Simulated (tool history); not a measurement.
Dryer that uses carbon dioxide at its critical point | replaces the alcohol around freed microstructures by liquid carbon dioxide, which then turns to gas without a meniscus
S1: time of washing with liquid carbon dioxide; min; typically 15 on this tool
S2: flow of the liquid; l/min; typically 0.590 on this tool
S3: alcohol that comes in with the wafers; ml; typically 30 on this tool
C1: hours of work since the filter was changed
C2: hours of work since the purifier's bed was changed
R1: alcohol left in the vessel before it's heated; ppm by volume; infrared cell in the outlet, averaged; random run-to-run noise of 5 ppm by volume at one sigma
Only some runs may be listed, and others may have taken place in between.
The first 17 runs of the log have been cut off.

run 18 hour=798.6 | S1=15 S2=0.930 S3=30 | C1=47 C2=852 | R1=124
run 19 hour=830.2 | S1=15 S2=0.930 S3=30 | C1=68 C2=872 | R1=123
run 20 hour=899.1 | S1=15 S2=0.930 S3=30 | C1=113 C2=918 | R1=127
run 21 hour=962.0 | S1=15 S2=0.930 S3=30 | C1=155 C2=959 | R1=140
run 22 hour=997.9 | S1=15 S2=0.930 S3=30 | C1=178 C2=982 | R1=135
run 23 hour=1028.0 | S1=22 S2=0.590 S3=25 | C1=198 C2=1002 | R1=144
run 24 hour=1073.8 | S1=22 S2=0.692 S3=92 | C1=228 C2=1032 | R1=152
run 25 hour=1122.6 | S1=22 S2=0.781 S3=23 | C1=260 C2=1064 | R1=150
run 26 hour=1175.3 | S1=22 S2=0.615 S3=72 | C1=295 C2=1099 | R1=158

What does the tool deliver on the next run?
run 27 hour=1247.6 | S1=12 S2=0.615 S3=72 | C1=342 C2=1146 | R1=?

R1: 420 ppm by volume
With the hidden condition absent and the run-to-run variation left alone, this run would have shown R1 144 ppm by volume.
